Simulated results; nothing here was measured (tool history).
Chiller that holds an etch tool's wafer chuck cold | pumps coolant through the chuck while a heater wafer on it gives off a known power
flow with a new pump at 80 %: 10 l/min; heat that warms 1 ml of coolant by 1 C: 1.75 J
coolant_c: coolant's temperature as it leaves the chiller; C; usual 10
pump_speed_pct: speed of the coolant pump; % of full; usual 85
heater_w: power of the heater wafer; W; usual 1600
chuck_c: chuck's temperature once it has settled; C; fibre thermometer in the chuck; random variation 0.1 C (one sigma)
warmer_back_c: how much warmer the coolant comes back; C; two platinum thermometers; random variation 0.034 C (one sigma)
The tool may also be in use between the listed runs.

run,hour,coolant_c,pump_speed_pct,heater_w,chuck_c,warmer_back_c
1,0.0,10,85,1600,24.1,5.15
2,56.0,10,85,1600,24.1,5.19
3,82.8,10,85,1600,24.0,5.17
4,134.1,10,70,1600,26.0,6.42
5,178.2,10,70,1768,27.7,7.02
6,221.0,10,70,1768,27.9,6.97
7,268.6,10,85,1036,19.0,3.34
8,311.1,10,85,1036,19.1,3.39
# hour 315.7: chiller's thermometer calibrated
9,368.6,10,85,1600,24.4,5.18
10,397.3,10,85,1600,24.1,5.17
11,436.6,10,85,1600,24.4,5.22
12,477.3,10,85,1600,24.1,5.19
13,532.7,10,85,1600,24.2,5.21
14,585.5,10,85,1600,24.4,5.19
15,620.7,10,85,1998,27.8,6.52
16,651.4,10,66,861,19.1,3.69
17,698.5,2,84,1773,17.9,5.83
18,736.3,17,79,1600,32.1,5.64
19,785.5,16,60,2369,43.4,11.08
20,822.8,16,60,2369,43.4,11.07
21,849.6,16,60,2369,43.5,11.07
22,883.5,18,93,1600,31.5,4.78
23,911.9,18,93,1600,31.4,4.75
24,940.3,17,85,920,25.1,3.02
25,997.3,16,94,2190,34.4,6.45

Forecast run 26:
26,1053.6,16,94,2190,?,?

Run 26 gave chuck_c 34.2 C, warmer_back_c 6.51 C.
Without the tool's hidden state the same run would have given chuck_c 33.5 C, warmer_back_c 6.42 C.
